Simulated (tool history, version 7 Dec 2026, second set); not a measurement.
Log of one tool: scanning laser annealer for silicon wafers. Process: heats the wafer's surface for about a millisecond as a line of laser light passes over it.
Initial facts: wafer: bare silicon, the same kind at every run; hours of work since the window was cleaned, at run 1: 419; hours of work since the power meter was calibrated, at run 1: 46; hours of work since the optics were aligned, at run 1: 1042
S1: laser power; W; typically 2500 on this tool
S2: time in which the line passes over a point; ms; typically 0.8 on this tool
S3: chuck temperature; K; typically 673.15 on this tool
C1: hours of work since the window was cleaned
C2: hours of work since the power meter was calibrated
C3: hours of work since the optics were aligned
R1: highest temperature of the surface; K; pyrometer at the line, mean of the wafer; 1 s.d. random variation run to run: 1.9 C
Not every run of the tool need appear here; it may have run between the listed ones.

run,hour,S1,S2,S3,C1,C2,C3,R1
1,0,2500,0.8,673.15,419,46,1042,1466.15
2,6.8,2500,0.8,673.15,422,49,1046,1462.15
3,14.8,2500,0.581,673.15,426,53,1050,1336.15
4,24,2500,0.861,673.15,430,58,1054,1497.15
5,28.7,2500,0.861,673.15,433,60,1056,1493.15
6,33.4,2500,0.861,673.15,435,63,1059,1493.15
7,42.4,2500,0.861,673.15,440,67,1063,1493.15
8,48.1,2500,0.8,673.15,442,70,1066,1460.15
9,54.3,2500,0.8,673.15,445,73,1069,1467.15
# hour 62.8: window over the wafer cleaned
10,67.1,2500,0.8,673.15,2,78,1075,1465.15
11,75.2,2251,0.8,673.15,6,82,1079,1372.15
12,81.3,2737,0.8,673.15,9,85,1082,1553.15
13,88.9,2500,0.715,673.15,13,89,1085,1420.15
14,99.3,2165,0.8,673.15,18,94,1090,1344.15
15,110.1,2165,0.8,673.15,23,100,1096,1346.15
16,116.9,2165,0.8,673.15,27,103,1099,1344.15
17,123.3,2165,0.8,673.15,30,106,1102,1343.15
18,130.9,2165,0.8,673.15,34,110,1106,1344.15
19,137.6,2500,0.8,694.15,37,113,1109,1482.15
20,148.5,2500,0.8,694.15,42,119,1115,1482.15
21,153.4,2600,0.825,658.15,45,121,1117,1498.15
22,161.6,2718,0.917,658.15,49,125,1121,1593.15
23,167.6,2718,0.917,658.15,52,128,1124,1593.15
24,175.1,2365,0.8,696.15,56,132,1128,1441.15
25,181.3,2600,0.8,636.15,59,135,1131,1463.15
26,190.5,2184,0.952,712.15,63,139,1136,1459.15
27,200.8,2180,0.585,711.15,68,144,1141,1283.15
28,207.4,2180,0.585,711.15,72,148,1144,1283.15
29,214.3,2272,0.79,640.15,75,151,1147,1345.15
30,224.8,2500,0.8,669.15,80,156,1153,1463.15
31,233.3,2500,0.8,669.15,84,161,1157,1463.15
32,243.3,2500,0.8,669.15,89,165,1162,1460.15
33,249.5,2299,0.8,673.15,92,169,1165,1393.15
34,256.9,2151,0.594,675.15,96,172,1168,1244.15
35,266.5,2471,0.731,706.15,101,177,1173,1452.15
36,271.8,2432,0.677,706.15,103,180,1176,1405.15
37,281.4,2199,0.591,673.15,108,184,1181,1252.15
38,290.2,2647,0.572,664.15,113,189,1185,1366.15
39,294.9,2658,0.8,644.15,115,191,1187,1493.15
40,299.4,2658,0.8,644.15,117,193,1189,1492.15

Predict each of these 3 candidate next runs independently; none follows another, all start after run 40:
A,304.5,2684,0.8,673.15,120,196,1192,?
B,304.5,2201,0.787,711.15,120,196,1192,?
C,304.5,2571,0.747,699.15,120,196,1192,?

run,R1
A,1530.15
B,1390.15
C,1488.15
Take away the tool's hidden state, keep each run's random variation, and the runs would have read:
run,R1
A,1531.15
B,1391.15
C,1489.15
